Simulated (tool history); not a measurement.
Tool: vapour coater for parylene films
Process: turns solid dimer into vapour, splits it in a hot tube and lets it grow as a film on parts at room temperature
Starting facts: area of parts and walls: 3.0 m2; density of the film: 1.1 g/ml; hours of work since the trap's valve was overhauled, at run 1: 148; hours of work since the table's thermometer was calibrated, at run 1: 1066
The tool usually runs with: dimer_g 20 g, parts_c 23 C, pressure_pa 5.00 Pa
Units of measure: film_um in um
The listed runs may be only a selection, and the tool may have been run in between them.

run	day	dimer_g	parts_c	pressure_pa	hours of work since the trap's valve was overhauled	hours of work since the table's thermometer was calibrated	film_um
1	0.000	20	23	5.00	148	1066	3.03
2	2.046	20	23	5.00	175	1093	3.02
3	4.112	20	23	5.00	202	1120	3.03
4	6.525	34	23	5.00	233	1151	5.04
5	8.029	20	23	5.00	253	1171	2.94
6	10.042	20	23	5.00	279	1197	2.94
7	12.296	20	23	5.00	309	1227	2.90
8	14.212	20	23	5.00	334	1251	2.91
9	15.908	20	23	5.00	356	1274	2.88
10	17.183	20	23	5.00	372	1290	2.84
# day 17.429: table's thermometer calibrated
11	18.504	20	23	5.00	389	14	2.89
12	20.333	20	23	3.81	413	38	3.04
13	21.346	20	23	2.76	426	51	3.20
14	22.742	17	23	2.76	444	69	2.68
15	24.392	17	23	2.76	466	91	2.66
16	25.388	10	23	5.74	479	104	1.38
17	26.379	11	33	5.74	492	117	1.11
# day 27.258: table's thermometer calibrated, once more
18	27.708	10	23	6.32	508	6	1.29
19	29.367	11	23	3.00	530	27	1.66
20	31.538	11	32	3.00	558	56	1.23
21	32.975	20	16	2.97	577	74	3.68
# day 33.696: trap's valve overhauled
22	35.346	25	33	2.97	22	103	3.11
23	37.450	25	33	2.97	49	131	3.07
24	38.817	25	33	2.94	67	148	3.05
25	40.012	24	26	2.14	82	164	3.84
26	41.996	20	23	8.27	108	190	2.74
27	43.729	17	20	5.00	131	212	2.78
28	44.712	11	19	5.00	143	225	1.87
29	47.138	22	29	5.00	175	257	2.71

Selected run-to-run steps in film_um, each split into two signed amounts: the part the tool would show with no hidden state at all (from settings, incoming material and random variation), and the remainder, which goes to the hidden state together with any gauge scatter not common to the measured and the hidden-state-free results:
The hidden state here: vapour lost through the trap's worn valve, %; true temperature of the parts over the reading, C; drift of the gauge itself on film_um, %.
Run 4 -> 5: dimer_g 34 -> 20. film_um -2.10 um: hidden state +0.08, all else -2.18.
Run 20 -> 21: dimer_g 11 -> 20, parts_c 32 -> 16, pressure_pa 3.00 -> 2.97. film_um +2.45 um: hidden state -0.36, all else +2.81.
Run 21 -> 22: dimer_g 20 -> 25, parts_c 16 -> 33, trap's valve overhauled. film_um -0.57 um: hidden state +0.50, all else -1.07.

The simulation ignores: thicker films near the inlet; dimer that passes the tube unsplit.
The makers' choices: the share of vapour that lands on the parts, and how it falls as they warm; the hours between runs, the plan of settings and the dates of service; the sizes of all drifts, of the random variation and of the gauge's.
